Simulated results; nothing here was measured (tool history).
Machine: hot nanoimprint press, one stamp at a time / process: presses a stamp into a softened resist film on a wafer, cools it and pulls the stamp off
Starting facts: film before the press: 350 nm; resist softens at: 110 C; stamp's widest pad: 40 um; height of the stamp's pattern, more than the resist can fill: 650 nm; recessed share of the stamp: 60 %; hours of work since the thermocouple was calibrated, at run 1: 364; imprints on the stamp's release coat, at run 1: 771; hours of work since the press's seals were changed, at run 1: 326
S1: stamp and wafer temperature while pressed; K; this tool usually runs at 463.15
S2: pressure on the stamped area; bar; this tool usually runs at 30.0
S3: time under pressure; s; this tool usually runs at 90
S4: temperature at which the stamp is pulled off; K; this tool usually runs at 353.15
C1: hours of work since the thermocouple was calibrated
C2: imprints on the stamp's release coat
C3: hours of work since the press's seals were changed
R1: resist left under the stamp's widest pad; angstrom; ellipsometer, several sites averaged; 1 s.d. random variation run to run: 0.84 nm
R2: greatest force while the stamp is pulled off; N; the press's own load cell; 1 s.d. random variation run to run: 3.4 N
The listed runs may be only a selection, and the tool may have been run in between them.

{"run": 1, "hour": 0.0, "S1": 463.15, "S2": 30.0, "S3": 90, "S4": 353.15, "C1": 364, "C2": 771, "C3": 326, "R1": 2179, "R2": 209}
{"run": 2, "hour": 9.3, "S1": 463.15, "S2": 30.0, "S3": 62, "S4": 353.15, "C1": 370, "C2": 802, "C3": 333, "R1": 2414, "R2": 212}
{"run": 3, "hour": 16.5, "S1": 463.15, "S2": 30.0, "S3": 62, "S4": 353.15, "C1": 376, "C2": 826, "C3": 338, "R1": 2408, "R2": 212}
{"run": 4, "hour": 23.6, "S1": 463.15, "S2": 30.0, "S3": 62, "S4": 353.15, "C1": 381, "C2": 849, "C3": 343, "R1": 2410, "R2": 207}
{"run": 5, "hour": 32.7, "S1": 463.15, "S2": 30.0, "S3": 62, "S4": 353.15, "C1": 387, "C2": 880, "C3": 350, "R1": 2422, "R2": 212}
{"run": 6, "hour": 41.3, "S1": 469.15, "S2": 30.0, "S3": 90, "S4": 353.15, "C1": 394, "C2": 909, "C3": 356, "R1": 1876, "R2": 220}
{"run": 7, "hour": 50.7, "S1": 463.15, "S2": 30.0, "S3": 90, "S4": 353.15, "C1": 400, "C2": 940, "C3": 363, "R1": 2170, "R2": 223}
{"run": 8, "hour": 60.9, "S1": 463.15, "S2": 30.0, "S3": 90, "S4": 353.15, "C1": 408, "C2": 974, "C3": 371, "R1": 2185, "R2": 218}
{"run": 9, "hour": 73.6, "S1": 463.15, "S2": 30.0, "S3": 90, "S4": 353.15, "C1": 417, "C2": 1017, "C3": 380, "R1": 2189, "R2": 224}
{"run": 10, "hour": 80.5, "S1": 463.15, "S2": 30.0, "S3": 90, "S4": 353.15, "C1": 422, "C2": 1040, "C3": 385, "R1": 2211, "R2": 225}
{"run": 11, "hour": 90.9, "S1": 464.15, "S2": 30.0, "S3": 90, "S4": 353.15, "C1": 430, "C2": 1075, "C3": 392, "R1": 2145, "R2": 224}
{"run": 12, "hour": 102.2, "S1": 472.15, "S2": 30.0, "S3": 90, "S4": 353.15, "C1": 438, "C2": 1112, "C3": 401, "R1": 1766, "R2": 242}
{"run": 13, "hour": 113.3, "S1": 463.15, "S2": 36.4, "S3": 90, "S4": 353.15, "C1": 446, "C2": 1149, "C3": 409, "R1": 2067, "R2": 237}
{"run": 14, "hour": 120.3, "S1": 463.15, "S2": 36.4, "S3": 90, "S4": 353.15, "C1": 451, "C2": 1173, "C3": 414, "R1": 2064, "R2": 244}
{"run": 15, "hour": 127.6, "S1": 463.15, "S2": 36.4, "S3": 90, "S4": 353.15, "C1": 457, "C2": 1197, "C3": 419, "R1": 2074, "R2": 244}
{"run": 16, "hour": 138.7, "S1": 463.15, "S2": 36.4, "S3": 90, "S4": 353.15, "C1": 465, "C2": 1234, "C3": 427, "R1": 2068, "R2": 235}
{"run": 17, "hour": 148.5, "S1": 463.15, "S2": 25.0, "S3": 90, "S4": 338.15, "C1": 472, "C2": 1267, "C3": 435, "R1": 2327, "R2": 293}
{"run": 18, "hour": 156.2, "S1": 463.15, "S2": 25.0, "S3": 90, "S4": 338.15, "C1": 477, "C2": 1293, "C3": 440, "R1": 2309, "R2": 280}
{"run": 19, "hour": 165.7, "S1": 463.15, "S2": 30.0, "S3": 90, "S4": 353.15, "C1": 484, "C2": 1325, "C3": 447, "R1": 2212, "R2": 248}
{"run": 20, "hour": 172.8, "S1": 474.15, "S2": 30.0, "S3": 173, "S4": 342.15, "C1": 490, "C2": 1349, "C3": 452, "R1": 1286, "R2": 279}
{"run": 21, "hour": 178.3, "S1": 453.15, "S2": 30.0, "S3": 46, "S4": 353.15, "C1": 494, "C2": 1367, "C3": 456, "R1": 3033, "R2": 244}
{"run": 22, "hour": 187.4, "S1": 453.15, "S2": 40.0, "S3": 94, "S4": 349.15, "C1": 500, "C2": 1398, "C3": 463, "R1": 2540, "R2": 266}
{"run": 23, "hour": 199.0, "S1": 453.15, "S2": 40.0, "S3": 94, "S4": 349.15, "C1": 509, "C2": 1436, "C3": 471, "R1": 2554, "R2": 266}
{"run": 24, "hour": 208.9, "S1": 472.15, "S2": 25.6, "S3": 56, "S4": 352.15, "C1": 516, "C2": 1469, "C3": 479, "R1": 2192, "R2": 255}
{"run": 25, "hour": 216.5, "S1": 470.15, "S2": 30.0, "S3": 90, "S4": 353.15, "C1": 521, "C2": 1495, "C3": 484, "R1": 1876, "R2": 261}
{"run": 26, "hour": 223.2, "S1": 474.15, "S2": 40.5, "S3": 113, "S4": 345.15, "C1": 526, "C2": 1517, "C3": 489, "R1": 1365, "R2": 275}
{"hour": 233.6, "done": "plate thermocouple calibrated"}
{"run": 27, "hour": 238.7, "S1": 466.15, "S2": 34.9, "S3": 74, "S4": 339.15, "C1": 4, "C2": 1559, "C3": 498, "R1": 2000, "R2": 299}
{"run": 28, "hour": 247.0, "S1": 455.15, "S2": 25.1, "S3": 51, "S4": 359.15, "C1": 10, "C2": 1587, "C3": 504, "R1": 2934, "R2": 243}
{"run": 29, "hour": 259.8, "S1": 461.15, "S2": 42.1, "S3": 60, "S4": 353.15, "C1": 19, "C2": 1630, "C3": 513, "R1": 2284, "R2": 270}

3 options for the next run, each taken on its own from the tool as it stands now. Forecast them:
{"run": "A", "hour": 270.2, "S1": 475.15, "S2": 42.1, "S3": 50, "S4": 340.15, "C1": 27, "C2": 1665, "C3": 521, "R1": "?", "R2": "?"}
{"run": "B", "hour": 270.2, "S1": 461.15, "S2": 42.1, "S3": 60, "S4": 346.15, "C1": 27, "C2": 1665, "C3": 521, "R1": "?", "R2": "?"}
{"run": "C", "hour": 270.2, "S1": 466.15, "S2": 42.1, "S3": 61, "S4": 353.15, "C1": 27, "C2": 1665, "C3": 521, "R1": "?", "R2": "?"}

run=A R1=1739 R2=302
run=B R1=2280 R2=285
run=C R1=2039 R2=270
The same runs, with their run-to-run variation unchanged, on a tool lacking any hidden condition would have given:
run=A R1=1679 R2=183
run=B R1=2216 R2=173
run=C R1=1974 R2=164
